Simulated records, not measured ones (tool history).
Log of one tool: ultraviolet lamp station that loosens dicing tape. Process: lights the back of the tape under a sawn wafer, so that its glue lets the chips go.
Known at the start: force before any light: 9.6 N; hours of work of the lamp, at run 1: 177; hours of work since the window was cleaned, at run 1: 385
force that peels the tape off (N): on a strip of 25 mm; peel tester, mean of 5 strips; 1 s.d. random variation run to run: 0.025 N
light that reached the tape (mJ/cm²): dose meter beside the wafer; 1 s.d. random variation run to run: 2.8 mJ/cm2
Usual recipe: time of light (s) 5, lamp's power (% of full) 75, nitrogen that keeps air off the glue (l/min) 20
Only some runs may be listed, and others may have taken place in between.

run,day,time of light (s),lamp's power (% of full),nitrogen that keeps air off the glue (l/min),hours of work of the lamp,hours of work since the window was cleaned,force that peels the tape off (N),light that reached the tape (mJ/cm²)
1,0.000,5,75,20,177,385,1.460,341
2,0.629,5,75,19,185,392,1.572,345
3,1.408,5,75,19,194,401,1.511,337
4,1.800,5,75,10,198,406,2.411,339
5,2.354,5,75,20,205,412,1.520,340
6,3.042,5,75,20,213,420,1.550,339
7,3.754,5,75,20,221,429,1.564,335
8,4.308,3,75,20,227,435,3.076,197
9,5.129,3,99,20,237,445,2.253,265
10,5.900,3,99,20,246,454,2.206,264
11,6.767,3,99,20,256,464,2.233,266
12,7.346,3,99,20,263,470,2.366,263
13,8.204,5,86,20,273,480,1.234,377
14,8.592,5,86,20,277,485,1.260,376
15,9.067,5,75,20,283,490,1.604,324
16,9.917,5,75,20,293,500,1.648,326
17,10.579,5,75,20,301,508,1.654,325
18,10.962,5,75,20,305,513,1.653,328
19,11.708,5,75,20,314,521,1.613,321
20,12.167,5,75,20,319,527,1.618,325
21,12.592,5,75,20,324,532,1.589,318
22,13.175,5,75,34,331,538,1.208,327
23,13.779,5,79,11,338,545,2.323,336
24,14.371,5,79,11,345,552,2.237,337
25,15.062,5,79,7,353,560,3.022,334
26,15.596,4,75,20,359,566,2.431,255
27,16.308,5,93,20,367,575,1.209,393
28,16.888,8,97,20,374,582,0.424,658
29,17.492,3,83,28,381,589,2.574,208
30,18.138,6,73,28,389,596,1.025,369
31,19.008,6,73,28,399,606,1.025,370
32,19.454,6,73,28,404,611,1.045,364
33,20.333,9,75,7,414,622,1.416,563
34,21.175,9,75,7,424,632,1.429,555
# day 21.583: window cleaned of glue's vapour
35,21.962,9,75,7,433,4,1.178,623
36,22.517,5,75,7,439,11,2.744,344
37,22.917,5,75,7,444,15,2.961,344
38,23.775,5,75,7,454,25,2.995,338
39,24.329,5,62,7,460,32,3.483,281
40,24.971,3,82,7,468,39,4.313,221
41,25.600,3,63,22,475,47,3.484,173
42,26.067,5,78,39,481,52,0.899,350
43,26.946,3,94,9,491,62,3.523,251

Alternative continuations, all from the tool just after run 43; predict every row:
A,27.321,9,75,20,495,67,?,?
B,27.321,3,61,9,495,67,?,?
C,27.321,8,66,8,495,67,?,?

run,force that peels the tape off (N),light that reached the tape (mJ/cm²)
A,0.508,606
B,4.969,162
C,1.672,477
Take away the tool's hidden state, keep each run's random variation, and the runs would have read:
run,force that peels the tape off (N),light that reached the tape (mJ/cm²)
A,0.393,695
B,4.525,186
C,1.327,547
